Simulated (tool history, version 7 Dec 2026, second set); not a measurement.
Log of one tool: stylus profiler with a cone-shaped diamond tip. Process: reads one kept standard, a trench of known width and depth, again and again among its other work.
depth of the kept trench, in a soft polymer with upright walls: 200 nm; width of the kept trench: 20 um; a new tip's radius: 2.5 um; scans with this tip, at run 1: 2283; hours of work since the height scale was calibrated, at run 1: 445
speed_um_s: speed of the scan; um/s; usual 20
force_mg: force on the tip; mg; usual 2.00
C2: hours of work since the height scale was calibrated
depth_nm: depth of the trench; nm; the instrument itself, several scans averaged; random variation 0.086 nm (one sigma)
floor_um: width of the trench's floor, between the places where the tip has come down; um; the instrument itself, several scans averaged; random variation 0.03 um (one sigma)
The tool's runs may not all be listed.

Run 1, hour 0.0: usual settings; scans with this tip 2283; C2 445. Result: depth_nm 202.31 nm, floor_um 17.90 um.
Run 2, hour 13.3: usual settings; scans with this tip 2315; C2 451. Result: depth_nm 202.17 nm, floor_um 17.89 um.
Run 3, hour 33.2: usual settings but speed_um_s 12 um/s; scans with this tip 2364; C2 461. Result: depth_nm 202.18 nm, floor_um 17.92 um.
Run 4, hour 52.1: usual settings but speed_um_s 24 um/s; scans with this tip 2410; C2 470. Result: depth_nm 202.40 nm, floor_um 17.89 um.
Run 5, hour 73.5: usual settings but speed_um_s 24 um/s; scans with this tip 2462; C2 480. Result: depth_nm 202.20 nm, floor_um 17.90 um.
Run 6, hour 99.2: usual settings but speed_um_s 24 um/s; scans with this tip 2525; C2 492. Result: depth_nm 202.19 nm, floor_um 17.92 um.
Run 7, hour 125.8: usual settings but speed_um_s 24 um/s; scans with this tip 2590; C2 505. Result: depth_nm 202.42 nm, floor_um 17.88 um.
Run 8, hour 151.0: usual settings; scans with this tip 2651; C2 516. Result: depth_nm 202.29 nm, floor_um 17.97 um.
Run 9, hour 166.9: usual settings; scans with this tip 2690; C2 524. Result: depth_nm 202.20 nm, floor_um 17.94 um.
Run 10, hour 180.0: usual settings; scans with this tip 2722; C2 530. Result: depth_nm 202.40 nm, floor_um 17.90 um.
Run 11, hour 199.4: usual settings; scans with this tip 2769; C2 540. Result: depth_nm 202.33 nm, floor_um 17.94 um.
Run 12, hour 221.8: usual settings; scans with this tip 2824; C2 550. Result: depth_nm 202.27 nm, floor_um 17.88 um.
Run 13, hour 237.4: usual settings but force_mg 1.92 mg; scans with this tip 2862; C2 558. Result: depth_nm 202.36 nm, floor_um 17.91 um.
Run 14, hour 248.4: usual settings but force_mg 1.92 mg; scans with this tip 2889; C2 563. Result: depth_nm 202.25 nm, floor_um 17.87 um.
Run 15, hour 270.5: usual settings but force_mg 1.92 mg; scans with this tip 2942; C2 573. Result: depth_nm 202.10 nm, floor_um 17.90 um.
Run 16, hour 296.4: usual settings; scans with this tip 3006; C2 586. Result: depth_nm 202.33 nm, floor_um 17.88 um.
Run 17, hour 315.6: usual settings but speed_um_s 5 um/s, force_mg 2.01 mg; scans with this tip 3052; C2 595. Result: depth_nm 202.28 nm, floor_um 17.98 um.
Run 18, hour 334.3: usual settings but speed_um_s 46 um/s, force_mg 5.05 mg; scans with this tip 3098; C2 604. Result: depth_nm 204.19 nm, floor_um 17.83 um.
Run 19, hour 347.8: usual settings but speed_um_s 46 um/s, force_mg 5.05 mg; scans with this tip 3131; C2 610. Result: depth_nm 204.20 nm, floor_um 17.83 um.
Run 20, hour 366.9: usual settings but speed_um_s 12 um/s, force_mg 3.10 mg; scans with this tip 3177; C2 619. Result: depth_nm 203.16 nm, floor_um 18.00 um.
Run 21, hour 384.9: usual settings but speed_um_s 23 um/s, force_mg 4.61 mg; scans with this tip 3221; C2 628. Result: depth_nm 204.00 nm, floor_um 17.94 um.
Run 22, hour 407.6: usual settings but speed_um_s 23 um/s, force_mg 2.71 mg; scans with this tip 3277; C2 638. Result: depth_nm 202.88 nm, floor_um 17.89 um.
Run 23, hour 426.9: usual settings but speed_um_s 14 um/s, force_mg 2.71 mg; scans with this tip 3324; C2 648. Result: depth_nm 202.80 nm, floor_um 18.00 um.
Run 24, hour 454.3: usual settings but speed_um_s 14 um/s, force_mg 2.71 mg; scans with this tip 3390; C2 661. Result: depth_nm 202.74 nm, floor_um 17.96 um.
Run 25, hour 473.3: usual settings but speed_um_s 56 um/s, force_mg 3.16 mg; scans with this tip 3437; C2 670. Result: depth_nm 203.07 nm, floor_um 17.76 um.
Run 26, hour 486.6: usual settings but speed_um_s 56 um/s, force_mg 3.16 mg; scans with this tip 3469; C2 676. Result: depth_nm 203.07 nm, floor_um 17.75 um.
Run 27, hour 513.4: usual settings but speed_um_s 56 um/s, force_mg 3.16 mg; scans with this tip 3535; C2 689. Result: depth_nm 203.12 nm, floor_um 17.68 um.
Run 28, hour 526.4: usual settings but speed_um_s 64 um/s, force_mg 0.98 mg; scans with this tip 3566; C2 695. Result: depth_nm 201.45 nm, floor_um 17.43 um.
Run 29, hour 546.2: usual settings but speed_um_s 64 um/s, force_mg 0.98 mg; scans with this tip 3615; C2 704. Result: depth_nm 201.44 nm, floor_um 17.40 um.
Run 30, hour 562.5: usual settings but force_mg 0.83 mg; scans with this tip 3654; C2 712. Result: depth_nm 201.31 nm, floor_um 17.86 um.
Run 31, hour 588.5: usual settings but speed_um_s 39 um/s, force_mg 2.94 mg; scans with this tip 3718; C2 724. Result: depth_nm 202.76 nm, floor_um 17.80 um.
Run 32, hour 609.5: usual settings but speed_um_s 13 um/s, force_mg 2.05 mg; scans with this tip 3769; C2 734. Result: depth_nm 202.41 nm, floor_um 17.93 um.

4 ways to go on from here, each from the tool as it stands after run 32. What would each give?
Run A, hour 629.5: usual settings but force_mg 3.79 mg; scans with this tip 3818; C2 744. Result: depth_nm ?, floor_um ?.
Run B, hour 629.5: usual settings but force_mg 1.89 mg; scans with this tip 3818; C2 744. Result: depth_nm ?, floor_um ?.
Run C, hour 629.5: usual settings but speed_um_s 12 um/s, force_mg 0.85 mg; scans with this tip 3818; C2 744. Result: depth_nm ?, floor_um ?.
Run D, hour 629.5: usual settings but speed_um_s 8 um/s, force_mg 2.05 mg; scans with this tip 3818; C2 744. Result: depth_nm ?, floor_um ?.

run  depth_nm  floor_um
  A    203.38     17.94
  B    202.07     17.84
  C    201.35     17.94
  D    202.40     17.94
Without the tool's hidden state the same runs would have given:
run  depth_nm  floor_um
  A    203.35     17.94
  B    202.05     17.84
  C    201.32     17.95
  D    202.38     17.95
